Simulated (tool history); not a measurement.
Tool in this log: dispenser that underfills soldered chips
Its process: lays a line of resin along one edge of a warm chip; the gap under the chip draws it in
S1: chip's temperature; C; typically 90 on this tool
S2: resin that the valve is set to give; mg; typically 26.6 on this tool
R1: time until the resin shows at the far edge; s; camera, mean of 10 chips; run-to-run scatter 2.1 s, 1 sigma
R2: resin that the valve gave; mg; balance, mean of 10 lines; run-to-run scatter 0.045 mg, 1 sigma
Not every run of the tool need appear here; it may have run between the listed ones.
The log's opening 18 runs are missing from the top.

run,day,S1,S2,R1,R2
# day 6.617: new syringe of resin
19,6.617,80,26.6,294.3,26.11
20,6.992,99,33.0,171.4,32.33
# day 7.238: new syringe of resin
21,7.288,83,25.1,265.5,24.48
# day 7.362: dispensing valve cleaned and set on the balance
22,7.829,90,32.7,257.0,32.62
# day 7.900: new syringe of resin
23,8.312,101,29.9,163.1,29.67
# day 8.542: new syringe of resin
24,8.575,94,26.6,171.2,26.38
25,9.038,77,27.4,420.3,27.06
# day 9.167: new syringe of resin
26,9.483,77,27.4,377.4,27.05
# day 9.800: new syringe of resin
27,9.800,77,27.4,316.3,26.94
28,10.062,77,27.4,353.9,26.90
# day 10.412: dispensing valve cleaned and set on the balance
# day 10.471: new syringe of resin
29,10.558,75,28.3,353.7,28.17
30,11.054,93,28.3,237.4,28.12
# day 11.096: new syringe of resin
31,11.492,93,28.3,214.4,28.01
# day 11.712: new syringe of resin
32,11.846,93,28.3,183.3,27.99
# day 12.333: new syringe of resin
33,12.383,90,29.7,190.5,29.29
34,12.896,90,32.4,248.3,31.75

Predict each of these 4 candidate next runs independently; none follows another, all start after run 34:
# day 12.979: new syringe of resin
A,13.279,100,33.7,?,?
# day 12.979: new syringe of resin
B,13.279,95,31.0,?,?
# day 12.979: new syringe of resin
C,13.279,90,33.5,?,?
# day 12.979: new syringe of resin
D,13.279,98,26.8,?,?

run,R1,R2
A,155.8,32.93
B,185.9,30.21
C,220.3,32.66
D,176.4,26.19
With the hidden condition removed and each run's random variation left untouched, the same runs would have given:
run,R1,R2
A,143.0,33.75
B,170.8,30.96
C,203.2,33.48
D,161.4,26.84
